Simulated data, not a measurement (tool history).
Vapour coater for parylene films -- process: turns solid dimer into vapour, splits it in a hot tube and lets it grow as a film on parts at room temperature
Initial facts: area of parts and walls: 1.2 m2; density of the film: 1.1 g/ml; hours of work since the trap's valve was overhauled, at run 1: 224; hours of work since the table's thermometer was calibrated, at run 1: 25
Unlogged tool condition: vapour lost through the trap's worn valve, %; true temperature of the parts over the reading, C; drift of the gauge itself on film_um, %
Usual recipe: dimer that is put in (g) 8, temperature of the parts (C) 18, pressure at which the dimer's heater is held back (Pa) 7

run   hour  dimer that is put in (g)  temperature of the parts (C)  pressure at which the dimer's heater is held back (Pa)  hours of work since the trap's valve was overhauled  hours of work since the table's thermometer was calibrated  thickness of the film (um)
  1      0                         8                            18                                                       7                                                  224                                                          25                       2.491
  2   14.4                         8                            29                                                       7                                                  234                                                          34                       1.608
  3   40.4                         8                            29                                                       7                                                  251                                                          52                       1.611
  4   57.2                         8                            29                                                       7                                                  262                                                          63                       1.614
  5   73.3                         6                            18                                                       7                                                  273                                                          73                       1.856
  6   99.7                         6                            18                                                    7.15                                                  290                                                          91                       1.844
  7  125.6                         6                            18                                                    7.15                                                  307                                                         108                       1.841
  8  144.6                         6                            18                                                    7.15                                                  320                                                         121                       1.869
  9  171.6                         6                            18                                                    7.15                                                  338                                                         138                       1.849
 10    184                         8                            10                                                       7                                                  346                                                         147                       3.381
     189.8  -- trap's valve overhauled
 11    204                         4                            18                                                       7                                                    9                                                         157                        1.21
 12  221.4                         3                            10                                                       7                                                   21                                                         169                       1.236
 13  246.4                         3                            10                                                       7                                                   38                                                         185                       1.255
 14  264.8                         8                            13                                                    7.17                                                   50                                                         198                       2.941
 15  280.2                         6                            18                                                    7.65                                                   60                                                         208                       1.792
 16  304.7                         6                            18                                                    7.65                                                   76                                                         224                       1.784
 17  330.6                         9                            27                                                    4.13                                                   93                                                         241                       2.144
 18  347.7                         5                            16                                                    3.33                                                  105                                                         253                        1.94
     361.6  -- trap's valve overhauled, once more
 19  373.9                         7                            16                                                    3.79                                                    8                                                         267                       2.742
 20    401                         5                            18                                                    3.25                                                   26                                                         285                       1.861
 21  420.6                         8                            12                                                       7                                                   39                                                         298                       3.187
 22  446.5                         7                            18                                                     7.8                                                   56                                                         315                       2.173

Forecast each of these 5 alternatives for the next run:
  A  470.6                         7                            28                                                       7                                                   72                                                         331                           ?
  B  470.6                         8                            23                                                     7.8                                                   72                                                         331                           ?
  C  470.6                        11                            11                                                    9.54                                                   72                                                         331                           ?
  D  470.6                         7                            17                                                    9.79                                                   72                                                         331                           ?
  E  470.6                         7                            18                                                    7.82                                                   72                                                         331                           ?

run  thickness of the film (um)
  A                       1.492
  B                       2.039
  C                       4.291
  D                        2.14
  E                       2.178
The same runs, with their run-to-run variation unchanged, on a tool lacking any hidden condition would have given:
run  thickness of the film (um)
  A                       1.499
  B                       2.047
  C                        4.31
  D                       2.149
  E                       2.187
